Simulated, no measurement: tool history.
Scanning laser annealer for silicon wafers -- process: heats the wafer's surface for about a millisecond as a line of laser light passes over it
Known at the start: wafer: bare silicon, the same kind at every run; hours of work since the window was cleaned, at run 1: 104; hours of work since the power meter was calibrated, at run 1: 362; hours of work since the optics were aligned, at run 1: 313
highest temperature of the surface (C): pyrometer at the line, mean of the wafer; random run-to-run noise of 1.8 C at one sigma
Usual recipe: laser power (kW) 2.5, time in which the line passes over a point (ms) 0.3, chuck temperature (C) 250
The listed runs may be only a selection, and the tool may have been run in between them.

run   hour  laser power (kW)  time in which the line passes over a point (ms)  chuck temperature (C)  hours of work since the window was cleaned  hours of work since the power meter was calibrated  hours of work since the optics were aligned  highest temperature of the surface (C)
  1      0               2.5                                              0.3                    250                                         104                                                 362                                          313                                    1033
  2   21.8               2.5                                              0.3                    242                                         115                                                 373                                          324                                    1027
  3   35.1               2.5                                            0.233                    242                                         121                                                 380                                          331                                     945
  4   57.2               2.5                                              0.3                    250                                         132                                                 391                                          342                                    1032
  5   67.2               2.5                                              0.3                    250                                         137                                                 396                                          347                                    1034
  6   86.6               2.5                                              0.3                    250                                         147                                                 405                                          357                                    1037
  7  102.4               2.5                                              0.3                    250                                         155                                                 413                                          365                                    1037
  8  122.8               2.5                                              0.3                    232                                         165                                                 423                                          375                                    1017
  9    140               2.5                                              0.3                    250                                         174                                                 432                                          383                                    1036
 10    155               2.5                                              0.3                    250                                         181                                                 440                                          391                                    1037
 11  176.1               2.5                                              0.3                    250                                         192                                                 450                                          401                                    1033
 12  188.8               2.5                                              0.3                    250                                         198                                                 457                                          408                                    1035
 13    201               2.5                                              0.3                    231                                         204                                                 463                                          414                                    1015
 14  214.5             2.291                                            0.212                    249                                         211                                                 469                                          421                                     851
 15  235.4             2.291                                            0.212                    249                                         221                                                 480                                          431                                     853
 16  250.7               2.5                                            0.227                    283                                         229                                                 488                                          439                                     973
 17  264.1               2.5                                            0.232                    250                                         236                                                 494                                          445                                     948
 18  278.1             2.176                                              0.3                    218                                         243                                                 501                                          452                                     882
 19  301.3             2.462                                             0.23                    288                                         254                                                 513                                          464                                     969
 20  315.4             2.462                                            0.302                    288                                         261                                                 520                                          471                                    1060
 21  335.4             2.462                                            0.302                    288                                         271                                                 530                                          481                                    1060
 22  358.5             2.696                                            0.302                    241                                         283                                                 541                                          493                                    1103
 23  370.9             2.563                                              0.3                    262                                         289                                                 548                                          499                                    1068
 24  384.9             2.276                                            0.362                    262                                         296                                                 555                                          506                                    1022
 25  406.3             2.237                                            0.362                    262                                         307                                                 565                                          517                                    1010

Each row is a separate what-if for the run after 25, all from the same tool condition, not one after another. Results?
  A   418             2.614                                            0.234                    250                                         313                                                 571                                          522                                       ?
  B   418             2.445                                             0.38                    265                                         313                                                 571                                          522                                       ?
  C   418             2.529                                            0.237                    262                                         313                                                 571                                          522                                       ?

run  highest temperature of the surface (C)
  A                                     988
  B                                    1112
  C                                     977
Had the tool no hidden state, the same runs would have come out as:
run  highest temperature of the surface (C)
  A                                     989
  B                                    1113
  C                                     978
